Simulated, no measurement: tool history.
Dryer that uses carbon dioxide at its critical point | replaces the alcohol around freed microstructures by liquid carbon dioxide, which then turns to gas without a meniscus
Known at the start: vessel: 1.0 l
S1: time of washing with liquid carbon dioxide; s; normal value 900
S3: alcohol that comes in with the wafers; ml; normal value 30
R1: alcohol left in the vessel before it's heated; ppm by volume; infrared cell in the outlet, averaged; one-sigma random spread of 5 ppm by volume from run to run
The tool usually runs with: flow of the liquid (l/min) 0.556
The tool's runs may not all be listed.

run 1 hour=0 | S1=900 flow_of_the_liquid_(l/min)=0.556 S3=30 | R1=179
run 2 hour=34 | S1=900 flow_of_the_liquid_(l/min)=0.556 S3=30 | R1=169
run 3 hour=64.5 | S1=900 flow_of_the_liquid_(l/min)=0.556 S3=30 | R1=169
run 4 hour=113.5 | S1=900 flow_of_the_liquid_(l/min)=0.556 S3=30 | R1=181
run 5 hour=176.5 | S1=1320 flow_of_the_liquid_(l/min)=0.556 S3=30 | R1=148
run 6 hour=233.4 | S1=900 flow_of_the_liquid_(l/min)=0.556 S3=93 | R1=295
run 7 hour=297.6 | S1=720 flow_of_the_liquid_(l/min)=0.556 S3=26 | R1=317
-- hour=330.3 inlet filter changed
run 8 hour=343.3 | S1=900 flow_of_the_liquid_(l/min)=0.903 S3=34 | R1=161
-- hour=382.3 purifier's bed changed
run 9 hour=401.7 | S1=900 flow_of_the_liquid_(l/min)=0.903 S3=34 | R1=6
run 10 hour=436.7 | S1=1080 flow_of_the_liquid_(l/min)=0.556 S3=38 | R1=14
run 11 hour=484.6 | S1=1080 flow_of_the_liquid_(l/min)=0.556 S3=38 | R1=27

For some of the steps in R1 from one run to the next: how much would appear even if the tool had no hidden state, given the settings, what came in and random variation, and how much remains for the hidden state plus any gauge scatter that the measured result and the result without hidden state don't share?
Hidden state at play: flow that reaches the vessel past the clogged filter, %; alcohol in the recycled carbon dioxide, ppm; drift of the gauge itself on alcohol_ppm, %.
Run 7 -> 8: S1 720 -> 900, flow of the liquid (l/min) 0.556 -> 0.903, S3 26 -> 34, inlet filter changed. R1 -156 ppm by volume: hidden state -58, all else -98.
Run 8 -> 9: purifier's bed changed. R1 -155 ppm by volume: hidden state -149, all else -6.
